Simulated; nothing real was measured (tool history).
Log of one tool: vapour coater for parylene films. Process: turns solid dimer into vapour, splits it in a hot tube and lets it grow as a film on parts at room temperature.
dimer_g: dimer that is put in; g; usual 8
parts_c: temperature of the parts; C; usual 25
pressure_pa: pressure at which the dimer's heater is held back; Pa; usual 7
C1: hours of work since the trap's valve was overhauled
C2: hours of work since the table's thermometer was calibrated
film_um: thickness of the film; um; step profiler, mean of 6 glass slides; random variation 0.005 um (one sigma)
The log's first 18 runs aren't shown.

Run 19, hour 491.5: usual settings but pressure_pa 5.51 Pa; C1 230; C2 1029. Result: film_um 1.065 um.
Run 20, hour 529.4: usual settings; C1 250; C2 1048. Result: film_um 1.044 um.
Run 21, hour 569.1: usual settings; C1 270; C2 1068. Result: film_um 1.044 um.
Run 22, hour 610.8: usual settings; C1 291; C2 1090. Result: film_um 1.036 um.
At hour 627.1: trap's valve overhauled.
Run 23, hour 650.9: usual settings; C1 12; C2 1108. Result: film_um 1.069 um.
Run 24, hour 679.3: usual settings but dimer_g 12 g, parts_c 34 C, pressure_pa 4.41 Pa; C1 27; C2 1123. Result: film_um 1.177 um.
Run 25, hour 697.6: usual settings but dimer_g 12 g, parts_c 23 C, pressure_pa 4.41 Pa; C1 36; C2 1132. Result: film_um 1.789 um.
Run 26, hour 722.1: usual settings but dimer_g 5 g, parts_c 30 C, pressure_pa 11.13 Pa; C1 49; C2 1145. Result: film_um 0.534 um.
Run 27, hour 746.6: usual settings but parts_c 28 C, pressure_pa 10.48 Pa; C1 61; C2 1157. Result: film_um 0.919 um.
Run 28, hour 777.5: usual settings but dimer_g 6 g, parts_c 30 C, pressure_pa 7.68 Pa; C1 77; C2 1173. Result: film_um 0.66 um.
Run 29, hour 814.4: usual settings but dimer_g 6 g, parts_c 30 C, pressure_pa 7.68 Pa; C1 96; C2 1192. Result: film_um 0.653 um.
Run 30, hour 854.6: usual settings but dimer_g 7 g; C1 117; C2 1213. Result: film_um 0.914 um.
Run 31, hour 896.6: usual settings but pressure_pa 4.6 Pa; C1 138; C2 1234. Result: film_um 1.077 um.
Run 32, hour 941.4: usual settings but parts_c 23 C; C1 161; C2 1257. Result: film_um 1.129 um.
Run 33, hour 971.4: usual settings but parts_c 23 C; C1 176; C2 1273. Result: film_um 1.125 um.
Run 34, hour 1016.4: usual settings but parts_c 23 C; C1 200; C2 1296. Result: film_um 1.118 um.
Run 35, hour 1043.1: usual settings but dimer_g 9 g, parts_c 37 C, pressure_pa 10.35 Pa; C1 213; C2 1309. Result: film_um 0.714 um.
Run 36, hour 1074.2: usual settings but dimer_g 9 g, parts_c 37 C, pressure_pa 10.35 Pa; C1 229; C2 1325. Result: film_um 0.708 um.
Run 37, hour 1098.2: usual settings but dimer_g 3 g, parts_c 19 C, pressure_pa 2.72 Pa; C1 242; C2 1338. Result: film_um 0.523 um.

The next listed run, before its measurement:
Run 38, hour 1131.7: usual settings but dimer_g 9 g, parts_c 26 C, pressure_pa 9.49 Pa; C1 259; C2 1355. Result: film_um ?.

{"run 38": {"film_um": 1.079}}
Without the tool's hidden state the same run would have given film_um 1.19 um.
